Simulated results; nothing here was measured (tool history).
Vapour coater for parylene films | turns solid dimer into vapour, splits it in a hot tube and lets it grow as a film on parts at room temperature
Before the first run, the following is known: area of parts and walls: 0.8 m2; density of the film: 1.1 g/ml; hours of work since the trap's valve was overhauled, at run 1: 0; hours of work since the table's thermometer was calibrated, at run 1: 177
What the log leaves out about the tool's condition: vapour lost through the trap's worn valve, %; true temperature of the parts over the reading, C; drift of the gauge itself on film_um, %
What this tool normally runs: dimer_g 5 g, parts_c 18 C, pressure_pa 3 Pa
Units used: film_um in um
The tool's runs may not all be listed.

run,hour,dimer_g,parts_c,pressure_pa,hours of work since the trap's valve was overhauled,hours of work since the table's thermometer was calibrated,film_um
1,0,5,18,3,0,177,4.62
2,52.3,5,18,3,44,221,4.58
3,96.8,5,18,4.67,82,259,4.21
4,138.8,5,20,3,117,295,4.24
5,196.4,5,20,3,166,343,4.26
6,226.7,5,20,3,191,369,4.27
7,284.3,5,20,3,240,417,4.25
8,321.4,5,20,3,271,449,4.24
9,357,5,20,3,301,479,4.18
10,386.6,5,18,3,326,504,4.4
11,421.7,5,18,3,356,533,4.35
# hour 429.8: trap's valve overhauled
12,458.3,5,14,2.33,24,561,5.01
13,507.7,5,12,3.39,66,603,4.77
14,535.2,5,22,3.15,89,626,3.71
15,568.7,5,22,3.15,117,654,3.73
16,612.1,5,22,3.15,154,691,3.7
# hour 650.4: trap's valve overhauled, once more
17,658.5,5,29,11.17,7,727,2.67
18,691.4,8,18,5.32,35,754,6.5
19,744.1,8,18,5.32,79,799,6.52
20,806.6,4,18,2.36,132,852,3.76

What if the next run were any one of these 3? Each begins from the tool's condition after run 20:
A,851.2,3,18,2.36,170,889,?
B,851.2,5,11,6.29,170,889,?
C,851.2,4,18,4.43,170,889,?

run,film_um
A,2.79
B,4.64
C,3.33
With the hidden condition removed and each run's random variation left untouched, the same runs would have given:
run,film_um
A,2.88
B,4.79
C,3.44
